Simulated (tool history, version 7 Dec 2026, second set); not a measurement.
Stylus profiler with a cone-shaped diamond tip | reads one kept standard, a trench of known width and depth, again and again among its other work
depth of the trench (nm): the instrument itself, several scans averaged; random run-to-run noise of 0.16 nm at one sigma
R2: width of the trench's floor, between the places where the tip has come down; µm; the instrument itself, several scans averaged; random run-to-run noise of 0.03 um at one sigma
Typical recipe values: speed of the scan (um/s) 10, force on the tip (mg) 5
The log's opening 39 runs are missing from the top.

{"run": 40, "hour": 1152.0, "speed of the scan (um/s)": 22, "force on the tip (mg)": 7.49, "depth of the trench (nm)": 1011.35, "R2": 95.95}
{"run": 41, "hour": 1173.3, "speed of the scan (um/s)": 22, "force on the tip (mg)": 7.49, "depth of the trench (nm)": 1011.42, "R2": 95.95}
{"run": 42, "hour": 1197.3, "speed of the scan (um/s)": 22, "force on the tip (mg)": 7.49, "depth of the trench (nm)": 1011.05, "R2": 95.94}
{"run": 43, "hour": 1216.2, "speed of the scan (um/s)": 4, "force on the tip (mg)": 1.93, "depth of the trench (nm)": 1004.64, "R2": 95.99}
{"run": 44, "hour": 1246.0, "speed of the scan (um/s)": 10, "force on the tip (mg)": 2.31, "depth of the trench (nm)": 1005.06, "R2": 95.97}
{"run": 45, "hour": 1264.7, "speed of the scan (um/s)": 10, "force on the tip (mg)": 4.65, "depth of the trench (nm)": 1008.43, "R2": 95.94}
{"run": 46, "hour": 1295.4, "speed of the scan (um/s)": 5, "force on the tip (mg)": 4.21, "depth of the trench (nm)": 1007.69, "R2": 95.97}
{"run": 47, "hour": 1327.6, "speed of the scan (um/s)": 5, "force on the tip (mg)": 4.21, "depth of the trench (nm)": 1007.75, "R2": 95.89}

Below are 4 alternative next runs, each starting from the tool's condition after run 47. Predict each:
{"run": "A", "hour": 1352.6, "speed of the scan (um/s)": 3, "force on the tip (mg)": 7.55, "depth of the trench (nm)": "?", "R2": "?"}
{"run": "B", "hour": 1352.6, "speed of the scan (um/s)": 5, "force on the tip (mg)": 4.21, "depth of the trench (nm)": "?", "R2": "?"}
{"run": "C", "hour": 1352.6, "speed of the scan (um/s)": 10, "force on the tip (mg)": 7.06, "depth of the trench (nm)": "?", "R2": "?"}
{"run": "D", "hour": 1352.6, "speed of the scan (um/s)": 10, "force on the tip (mg)": 12.58, "depth of the trench (nm)": "?", "R2": "?"}

run=A depth_of_the_trench_(nm)=1011.53 R2=95.93
run=B depth_of_the_trench_(nm)=1007.48 R2=96.05
run=C depth_of_the_trench_(nm)=1010.88 R2=95.94
run=D depth_of_the_trench_(nm)=1015.84 R2=95.93
The same runs, with their run-to-run variation unchanged, on a tool lacking any hidden condition would have given:
run=A depth_of_the_trench_(nm)=1011.52 R2=95.94
run=B depth_of_the_trench_(nm)=1007.47 R2=96.06
run=C depth_of_the_trench_(nm)=1010.87 R2=95.95
run=D depth_of_the_trench_(nm)=1015.83 R2=95.94

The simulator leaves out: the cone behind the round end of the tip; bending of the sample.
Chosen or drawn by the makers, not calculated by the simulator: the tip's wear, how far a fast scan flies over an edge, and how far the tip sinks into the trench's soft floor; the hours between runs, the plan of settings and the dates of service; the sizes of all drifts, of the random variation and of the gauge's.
